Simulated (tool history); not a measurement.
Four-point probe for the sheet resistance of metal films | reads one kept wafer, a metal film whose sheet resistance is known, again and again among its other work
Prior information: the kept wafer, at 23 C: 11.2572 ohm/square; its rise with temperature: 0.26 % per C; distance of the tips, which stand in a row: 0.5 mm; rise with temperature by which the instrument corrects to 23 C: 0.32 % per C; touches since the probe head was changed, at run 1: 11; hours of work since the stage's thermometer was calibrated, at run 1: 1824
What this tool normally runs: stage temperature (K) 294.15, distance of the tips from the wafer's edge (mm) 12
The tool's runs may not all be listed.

| run | hour | stage temperature (K) | distance of the tips from the wafer's edge (mm) | touches since the probe head was changed | hours of work since the stage's thermometer was calibrated | sheet resistance as the instrument gives it (ohm/square) |
|---|---|---|---|---|---|---|
| 1 | 0.0 | 294.15 | 12 | 11 | 1824 | 11.284285 |
| 2 | 49.5 | 294.15 | 12 | 1037 | 1854 | 11.287248 |
| 3 | 98.7 | 294.15 | 12 | 2055 | 1884 | 11.288558 |
| 4 | 181.4 | 306.15 | 12 | 3767 | 1934 | 11.204524 |
| 5 | 247.6 | 306.15 | 12 | 5138 | 1974 | 11.202661 |
| 6 | 332.2 | 306.15 | 12 | 6892 | 2026 | 11.207981 |
| 7 | 383.8 | 306.15 | 12 | 7960 | 2057 | 11.205305 |
|  | 407.7 | stage's thermometer calibrated |
| 8 | 431.3 | 294.15 | 12 | 8934 | 14 | 11.278669 |
| 9 | 510.4 | 294.15 | 5 | 10571 | 62 | 11.328340 |
| 10 | 574.3 | 294.15 | 12 | 11895 | 101 | 11.276790 |
| 11 | 616.2 | 294.15 | 12 | 12763 | 127 | 11.278979 |
| 12 | 663.0 | 294.15 | 12 | 13733 | 155 | 11.280014 |
| 13 | 730.4 | 294.15 | 12 | 15128 | 196 | 11.279142 |
| 14 | 797.0 | 294.15 | 12 | 16507 | 237 | 11.281598 |
| 15 | 874.8 | 294.15 | 12 | 18120 | 284 | 11.280133 |
| 16 | 911.7 | 294.15 | 12 | 18884 | 306 | 11.282315 |
| 17 | 995.3 | 294.15 | 12 | 20616 | 357 | 11.282374 |
| 18 | 1080.7 | 294.15 | 12 | 22385 | 409 | 11.289334 |
| 19 | 1147.8 | 294.15 | 12 | 23774 | 450 | 11.284632 |
| 20 | 1221.1 | 294.15 | 12 | 25292 | 494 | 11.280544 |
| 21 | 1262.4 | 294.15 | 12 | 26147 | 519 | 11.286308 |
| 22 | 1340.2 | 294.15 | 60 | 27759 | 567 | 11.276617 |
| 23 | 1387.6 | 308.15 | 75 | 28740 | 595 | 11.180227 |
| 24 | 1452.1 | 308.15 | 20 | 30076 | 635 | 11.185643 |
| 25 | 1527.1 | 296.15 | 21 | 31630 | 680 | 11.267517 |
| 26 | 1602.4 | 295.15 | 15 | 33189 | 726 | 11.284136 |
| 27 | 1659.6 | 295.15 | 15 | 34373 | 761 | 11.276193 |
| 28 | 1718.4 | 299.15 | 11 | 35591 | 796 | 11.260510 |
| 29 | 1799.3 | 295.15 | 5 | 37268 | 846 | 11.336916 |
| 30 | 1869.9 | 295.15 | 5 | 38731 | 889 | 11.337325 |
| 31 | 1916.3 | 295.15 | 17 | 39691 | 917 | 11.286341 |
| 32 | 1975.0 | 295.15 | 35 | 40906 | 952 | 11.276596 |
| 33 | 2054.7 | 294.15 | 11 | 42558 | 1001 | 11.301979 |
| 34 | 2112.1 | 294.15 | 11 | 43746 | 1036 | 11.303353 |
| 35 | 2153.3 | 291.15 | 25 | 44601 | 1061 | 11.313586 |
| 36 | 2213.3 | 293.15 | 25 | 45843 | 1097 | 11.302716 |
| 37 | 2282.8 | 298.15 | 74 | 47282 | 1139 | 11.265746 |
| 38 | 2363.1 | 298.15 | 74 | 48945 | 1188 | 11.261959 |
| 39 | 2445.3 | 295.15 | 8 | 50647 | 1238 | 11.313824 |
| 40 | 2527.9 | 295.15 | 5 | 52359 | 1288 | 11.352085 |
| 41 | 2604.9 | 295.15 | 5 | 53954 | 1335 | 11.349764 |
| 42 | 2671.7 | 295.15 | 5 | 55336 | 1376 | 11.348747 |
| 43 | 2722.5 | 292.15 | 16 | 56389 | 1407 | 11.318334 |
| 44 | 2797.8 | 292.15 | 16 | 57950 | 1452 | 11.322053 |

Hidden condition of the tool, last listed run before each entry between runs versus first listed run after:
Between runs 7 and 8: stage's thermometer calibrated (hour 407.7)
  inner tips' distance over the nominal, %: -0.084 -> -0.08; tips' flats over new ones', %: 2 -> 3; wafer's true temperature over the reading, C: 0.71 -> 0.07
  difference, measured minus the result without the unlogged condition, sheet resistance as the instrument gives it (ohm/square): +0.009569 -> -0.007610
